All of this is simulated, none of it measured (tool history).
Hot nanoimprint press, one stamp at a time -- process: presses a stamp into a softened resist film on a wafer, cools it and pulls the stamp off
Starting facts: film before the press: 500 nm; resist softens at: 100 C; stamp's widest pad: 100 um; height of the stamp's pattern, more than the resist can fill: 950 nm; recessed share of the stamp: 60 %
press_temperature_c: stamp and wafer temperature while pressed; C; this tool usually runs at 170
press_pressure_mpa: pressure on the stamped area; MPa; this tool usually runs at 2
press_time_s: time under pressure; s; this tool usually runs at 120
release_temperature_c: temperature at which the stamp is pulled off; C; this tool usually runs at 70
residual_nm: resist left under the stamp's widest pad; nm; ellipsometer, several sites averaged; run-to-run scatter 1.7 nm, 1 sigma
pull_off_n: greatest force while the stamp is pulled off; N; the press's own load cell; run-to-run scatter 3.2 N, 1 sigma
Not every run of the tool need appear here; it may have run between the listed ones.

run 1 hour=0 | press_temperature_c=170 press_pressure_mpa=2 press_time_s=120 release_temperature_c=70 | residual_nm=289.7 pull_off_n=149
run 2 hour=44.4 | press_temperature_c=170 press_pressure_mpa=2 press_time_s=120 release_temperature_c=70 | residual_nm=287.7 pull_off_n=154
run 3 hour=110 | press_temperature_c=171 press_pressure_mpa=2 press_time_s=120 release_temperature_c=70 | residual_nm=280.8 pull_off_n=170
-- hour=193.9 press's hydraulic seals changed and the load cell set to zero
run 4 hour=195.6 | press_temperature_c=171 press_pressure_mpa=2 press_time_s=120 release_temperature_c=70 | residual_nm=272.5 pull_off_n=175
-- hour=244.7 plate thermocouple calibrated
run 5 hour=244.7 | press_temperature_c=170 press_pressure_mpa=2 press_time_s=120 release_temperature_c=65 | residual_nm=273.4 pull_off_n=193
run 6 hour=289.9 | press_temperature_c=170 press_pressure_mpa=2 press_time_s=120 release_temperature_c=65 | residual_nm=274.5 pull_off_n=192
run 7 hour=364 | press_temperature_c=170 press_pressure_mpa=2 press_time_s=120 release_temperature_c=65 | residual_nm=277 pull_off_n=202
-- hour=425.5 stamp cleaned and given a new release coat
run 8 hour=445 | press_temperature_c=170 press_pressure_mpa=2 press_time_s=120 release_temperature_c=65 | residual_nm=279.1 pull_off_n=162
run 9 hour=501.2 | press_temperature_c=170 press_pressure_mpa=2 press_time_s=120 release_temperature_c=65 | residual_nm=281.6 pull_off_n=167
run 10 hour=540.9 | press_temperature_c=170 press_pressure_mpa=2 press_time_s=120 release_temperature_c=65 | residual_nm=284.9 pull_off_n=175
run 11 hour=583.6 | press_temperature_c=170 press_pressure_mpa=2 press_time_s=120 release_temperature_c=65 | residual_nm=279.7 pull_off_n=183
run 12 hour=638.1 | press_temperature_c=170 press_pressure_mpa=2 press_time_s=109 release_temperature_c=70 | residual_nm=294.8 pull_off_n=174
run 13 hour=683.3 | press_temperature_c=169 press_pressure_mpa=2 press_time_s=109 release_temperature_c=60 | residual_nm=304.2 pull_off_n=208
run 14 hour=745 | press_temperature_c=169 press_pressure_mpa=2 press_time_s=109 release_temperature_c=60 | residual_nm=306.3 pull_off_n=216
run 15 hour=786.5 | press_temperature_c=161 press_pressure_mpa=2.03 press_time_s=63 release_temperature_c=70 | residual_nm=438.1 pull_off_n=192
-- hour=838.7 stamp cleaned and given a new release coat
-- hour=849.9 plate thermocouple calibrated
run 16 hour=853.1 | press_temperature_c=176 press_pressure_mpa=2.03 press_time_s=63 release_temperature_c=70 | residual_nm=268 pull_off_n=152
run 17 hour=898.9 | press_temperature_c=176 press_pressure_mpa=2.03 press_time_s=63 release_temperature_c=70 | residual_nm=267 pull_off_n=160
run 18 hour=971.4 | press_temperature_c=170 press_pressure_mpa=1.39 press_time_s=222 release_temperature_c=70 | residual_nm=265.4 pull_off_n=167
run 19 hour=1026.6 | press_temperature_c=174 press_pressure_mpa=1.39 press_time_s=120 release_temperature_c=70 | residual_nm=274.7 pull_off_n=171
run 20 hour=1094.2 | press_temperature_c=178 press_pressure_mpa=2.74 press_time_s=142 release_temperature_c=70 | residual_nm=158.5 pull_off_n=175

Per-run results on a tool with no hidden state, each run keeping its own random variation:
Hidden state present: true temperature over the reading, C; pressure that arrives at the usual setting, %; grip of the stamp's worn release coat, % over a new coat's; drift of the gauge itself on residual_nm, %; drift of the gauge itself on pull_off_n, %.
run=1 residual_nm=276.2 pull_off_n=148
run=2 residual_nm=273.3 pull_off_n=148
run=3 residual_nm=264.8 pull_off_n=156
run=4 residual_nm=263.3 pull_off_n=152
run=5 residual_nm=275.4 pull_off_n=164
run=6 residual_nm=275.5 pull_off_n=159
run=7 residual_nm=276.3 pull_off_n=159
run=8 residual_nm=276.6 pull_off_n=159
run=9 residual_nm=277.8 pull_off_n=157
run=10 residual_nm=280.1 pull_off_n=161
run=11 residual_nm=274.1 pull_off_n=163
run=12 residual_nm=288 pull_off_n=150
run=13 residual_nm=296.5 pull_off_n=174
run=14 residual_nm=297.2 pull_off_n=172
run=15 residual_nm=431.9 pull_off_n=150
run=16 residual_nm=260.4 pull_off_n=150
run=17 residual_nm=258.7 pull_off_n=152
run=18 residual_nm=256.2 pull_off_n=151
run=19 residual_nm=264.8 pull_off_n=149
run=20 residual_nm=148.6 pull_off_n=145

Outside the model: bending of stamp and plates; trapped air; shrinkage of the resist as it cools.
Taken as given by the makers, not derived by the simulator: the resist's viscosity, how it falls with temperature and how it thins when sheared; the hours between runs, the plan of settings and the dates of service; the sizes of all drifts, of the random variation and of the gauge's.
